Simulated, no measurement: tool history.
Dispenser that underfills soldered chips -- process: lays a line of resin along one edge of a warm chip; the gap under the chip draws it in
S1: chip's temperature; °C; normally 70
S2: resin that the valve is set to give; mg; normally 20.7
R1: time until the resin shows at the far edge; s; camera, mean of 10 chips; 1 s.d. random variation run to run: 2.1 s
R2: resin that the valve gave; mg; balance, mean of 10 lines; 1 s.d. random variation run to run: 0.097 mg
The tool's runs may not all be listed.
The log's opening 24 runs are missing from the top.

| run | hour | S1 | S2 | R1 | R2 |
|---|---|---|---|---|---|
|  | 162.9 | new syringe of resin |
| 25 | 164.8 | 65 | 21.5 | 286.1 | 20.87 |
| 26 | 169.8 | 66 | 23.7 | 365.3 | 22.74 |
| 27 | 173.8 | 68 | 19.1 | 434 | 18.26 |
|  | 178.1 | new syringe of resin |
| 28 | 182.2 | 68 | 19.1 | 297.2 | 18.44 |
| 29 | 186.4 | 68 | 19.1 | 373.4 | 18.15 |
| 30 | 191.9 | 72 | 18.1 | 464.6 | 17.24 |
|  | 193.2 | new syringe of resin |
| 31 | 199.1 | 65 | 26.5 | 348.5 | 25.03 |
| 32 | 203.1 | 65 | 26.5 | 437.2 | 25.01 |
|  | 208.2 | new syringe of resin |
|  | 210.6 | dispensing valve cleaned and set on the balance |
| 33 | 213.3 | 71 | 18.3 | 267.6 | 18.31 |
| 34 | 218.5 | 57 | 26.3 | 550.7 | 26.33 |
| 35 | 223.2 | 56 | 23 | 747.6 | 22.96 |
|  | 224.7 | new syringe of resin |
| 36 | 232.4 | 60 | 22.4 | 456.4 | 22.12 |

Forecast each of these 3 alternatives for the next run:
|  | 239.9 | new syringe of resin |
| A | 240.4 | 66 | 26.9 | ? | ? |
|  | 239.9 | new syringe of resin |
| B | 240.4 | 60 | 22.1 | ? | ? |
|  | 239.9 | new syringe of resin |
| C | 240.4 | 60 | 23.3 | ? | ? |

| run | R1 | R2 |
|---|---|---|
| A | 254.3 | 26.69 |
| B | 310.6 | 21.83 |
| C | 310.2 | 23.11 |
Take away the tool's hidden state, keep each run's random variation, and the runs would have read:
| run | R1 | R2 |
|---|---|---|
| A | 234.8 | 27.01 |
| B | 286.3 | 22.09 |
| C | 286 | 23.39 |
